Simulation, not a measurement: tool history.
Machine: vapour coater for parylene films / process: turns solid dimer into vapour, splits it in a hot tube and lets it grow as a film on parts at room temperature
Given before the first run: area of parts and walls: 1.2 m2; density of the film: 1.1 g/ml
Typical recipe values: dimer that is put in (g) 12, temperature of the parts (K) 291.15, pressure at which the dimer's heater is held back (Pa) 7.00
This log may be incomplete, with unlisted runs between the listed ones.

run	hour	dimer that is put in (g)	temperature of the parts (K)	pressure at which the dimer's heater is held back (Pa)	thickness of the film (µm)
1	0.0	12	291.15	7.00	6.53
2	14.6	12	291.15	7.00	6.51
3	24.8	7	291.15	7.00	3.81
4	38.5	12	291.15	7.00	6.61
5	46.8	12	291.15	2.31	7.98
6	58.5	12	291.15	7.00	6.55
7	77.1	12	291.15	7.00	6.48
8	88.9	12	291.15	7.00	6.37
9	99.1	12	291.15	7.00	6.47
10	114.8	12	291.15	7.00	6.41
11	127.7	12	291.15	7.00	6.45
12	138.6	12	291.15	7.00	6.47
13	152.9	12	291.15	7.00	6.30
14	162.0	12	291.15	7.00	6.29
15	175.6	12	291.15	7.00	6.27
16	191.4	12	291.15	7.00	6.27
17	198.9	12	291.15	7.00	6.27
18	214.9	12	291.15	7.00	6.24
19	225.3	5	296.15	7.00	2.02

Run 20 comes next. What will it give?
20	237.7	5	296.15	7.00	?

thickness of the film (µm): 2.04
Minus the tool's unlogged condition, the same run would have read thickness of the film (µm) 2.16.

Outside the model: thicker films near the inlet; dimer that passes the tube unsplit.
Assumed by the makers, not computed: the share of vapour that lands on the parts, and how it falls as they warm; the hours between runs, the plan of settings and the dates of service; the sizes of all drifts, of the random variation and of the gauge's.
